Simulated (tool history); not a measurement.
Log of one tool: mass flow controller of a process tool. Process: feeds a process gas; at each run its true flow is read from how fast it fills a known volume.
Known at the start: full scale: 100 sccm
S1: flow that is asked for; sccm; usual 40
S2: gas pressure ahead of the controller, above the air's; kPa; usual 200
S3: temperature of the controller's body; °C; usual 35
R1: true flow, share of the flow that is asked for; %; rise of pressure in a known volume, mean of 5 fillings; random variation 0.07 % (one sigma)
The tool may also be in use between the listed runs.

| run | hour | S1 | S2 | S3 | R1 |
|---|---|---|---|---|---|
| 1 | 0 | 40 | 200 | 35 | 101.33 |
| 2 | 119.4 | 40 | 200 | 35 | 101.12 |
| 3 | 327.8 | 40 | 200 | 36 | 101.3 |
| 4 | 551.7 | 40 | 200 | 36 | 101.24 |
| 5 | 743.5 | 40 | 200 | 31 | 101.32 |
|  | 803 | controller exchanged for a calibrated one |
| 6 | 920 | 40 | 200 | 31 | 99.21 |
| 7 | 1049.8 | 40 | 200 | 26 | 99.25 |
| 8 | 1244 | 40 | 200 | 26 | 99.26 |
| 9 | 1354.4 | 40 | 200 | 26 | 99.31 |
| 10 | 1535.3 | 12 | 200 | 26 | 98.46 |
| 11 | 1713.2 | 40 | 200 | 32 | 99.41 |
| 12 | 1846.9 | 40 | 200 | 29 | 99.39 |
| 13 | 2073.9 | 40 | 200 | 29 | 99.62 |
| 14 | 2173.8 | 40 | 200 | 35 | 99.47 |
| 15 | 2288.2 | 40 | 200 | 35 | 99.33 |
| 16 | 2477.1 | 34 | 200 | 35 | 99.26 |
| 17 | 2577.3 | 34 | 200 | 35 | 99.46 |
| 18 | 2719.2 | 11 | 200 | 37 | 97.15 |

Run 19 comes next. What will it give?
| 19 | 2879.8 | 21 | 189 | 35 | ? |

R1: 98.71 %
Without the tool's hidden state the same run would have given R1 99.09 %.
